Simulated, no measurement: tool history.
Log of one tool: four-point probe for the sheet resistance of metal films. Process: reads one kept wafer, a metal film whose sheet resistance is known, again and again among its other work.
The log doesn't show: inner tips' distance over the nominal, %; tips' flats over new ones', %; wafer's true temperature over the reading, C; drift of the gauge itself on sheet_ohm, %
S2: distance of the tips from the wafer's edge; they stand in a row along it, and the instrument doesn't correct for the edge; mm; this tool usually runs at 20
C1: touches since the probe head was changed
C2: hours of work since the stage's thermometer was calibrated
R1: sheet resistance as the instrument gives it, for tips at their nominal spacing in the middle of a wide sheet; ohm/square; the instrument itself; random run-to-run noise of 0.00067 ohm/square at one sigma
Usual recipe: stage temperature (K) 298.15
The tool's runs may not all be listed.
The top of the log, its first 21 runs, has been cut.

Run 22, hour 1379.1: usual settings; C1 33241; C2 531. Result: R1 3.370565 ohm/square.
Run 23, hour 1422.3: usual settings but S2 40 mm; C1 35342; C2 558. Result: R1 3.368790 ohm/square.
Run 24, hour 1488.5: usual settings but S2 40 mm; C1 38557; C2 599. Result: R1 3.371857 ohm/square.
Run 25, hour 1533.3: usual settings but stage temperature (K) 294.15, S2 64 mm; C1 40736; C2 628. Result: R1 3.375130 ohm/square.
Run 26, hour 1593.3: usual settings but stage temperature (K) 296.15, S2 33 mm; C1 43655; C2 665. Result: R1 3.373621 ohm/square.
Run 27, hour 1654.7: usual settings but stage temperature (K) 296.15, S2 33 mm; C1 46641; C2 704. Result: R1 3.375149 ohm/square.
Run 28, hour 1716.5: usual settings but stage temperature (K) 296.15, S2 33 mm; C1 49644; C2 743. Result: R1 3.374743 ohm/square.
Run 29, hour 1762.1: usual settings but stage temperature (K) 301.15, S2 4 mm; C1 51860; C2 772. Result: R1 3.397558 ohm/square.
Run 30, hour 1846.4: usual settings but stage temperature (K) 299.15, S2 10 mm; C1 55961; C2 825. Result: R1 3.378042 ohm/square.
Run 31, hour 1938.6: usual settings but stage temperature (K) 308.15, S2 36 mm; C1 60440; C2 883. Result: R1 3.363517 ohm/square.
Run 32, hour 2014.2: usual settings but stage temperature (K) 305.15, S2 8 mm; C1 64117; C2 930. Result: R1 3.374196 ohm/square.
Run 33, hour 2059.0: usual settings but S2 11 mm; C1 66296; C2 958. Result: R1 3.379555 ohm/square.
Run 34, hour 2133.4: usual settings but stage temperature (K) 304.15, S2 29 mm; C1 69909; C2 1005. Result: R1 3.370170 ohm/square.
Run 35, hour 2222.5: usual settings but stage temperature (K) 300.15; C1 74245; C2 1061. Result: R1 3.375980 ohm/square.
Run 36, hour 2267.0: usual settings but stage temperature (K) 295.15, S2 12 mm; C1 76407; C2 1089. Result: R1 3.384967 ohm/square.
Run 37, hour 2329.2: usual settings but stage temperature (K) 300.15, S2 6 mm; C1 79432; C2 1128. Result: R1 3.389957 ohm/square.
Run 38, hour 2399.1: usual settings but stage temperature (K) 300.15, S2 6 mm; C1 82830; C2 1172. Result: R1 3.389885 ohm/square.
Run 39, hour 2480.2: usual settings but stage temperature (K) 300.15, S2 6 mm; C1 86771; C2 1223. Result: R1 3.391361 ohm/square.
Run 40, hour 2563.7: usual settings but stage temperature (K) 300.15, S2 11 mm; C1 90831; C2 1276. Result: R1 3.384429 ohm/square.
Run 41, hour 2624.7: usual settings but stage temperature (K) 303.15, S2 5 mm; C1 93794; C2 1314. Result: R1 3.393936 ohm/square.
Run 42, hour 2677.9: usual settings but stage temperature (K) 306.15, S2 6 mm; C1 96383; C2 1348. Result: R1 3.387013 ohm/square.
Run 43, hour 2762.9: usual settings but stage temperature (K) 291.15, S2 49 mm; C1 100517; C2 1401. Result: R1 3.393530 ohm/square.
Run 44, hour 2826.6: usual settings but stage temperature (K) 301.15; C1 103610; C2 1441. Result: R1 3.382091 ohm/square.
At hour 2897.2: new probe head fitted.
Run 45, hour 2905.5: usual settings but stage temperature (K) 291.15, S2 57 mm; C1 402; C2 1490. Result: R1 3.350726 ohm/square.
Run 46, hour 2952.9: usual settings but stage temperature (K) 297.15, S2 9 mm; C1 2710; C2 1520. Result: R1 3.349091 ohm/square.

Below are 3 alternative next runs, each starting from the tool's condition after run 46. Predict each:
Run A, hour 3005.6: usual settings but stage temperature (K) 302.15, S2 9 mm; C1 5270; C2 1553. Result: R1 ?.
Run B, hour 3005.6: usual settings but stage temperature (K) 295.15, S2 34 mm; C1 5270; C2 1553. Result: R1 ?.
Run C, hour 3005.6: usual settings but S2 42 mm; C1 5270; C2 1553. Result: R1 ?.

run        R1
  A  3.343379
  B  3.346657
  C  3.344001
Without the tool's hidden state the same runs would have given:
run        R1
  A  3.331174
  B  3.334310
  C  3.331721
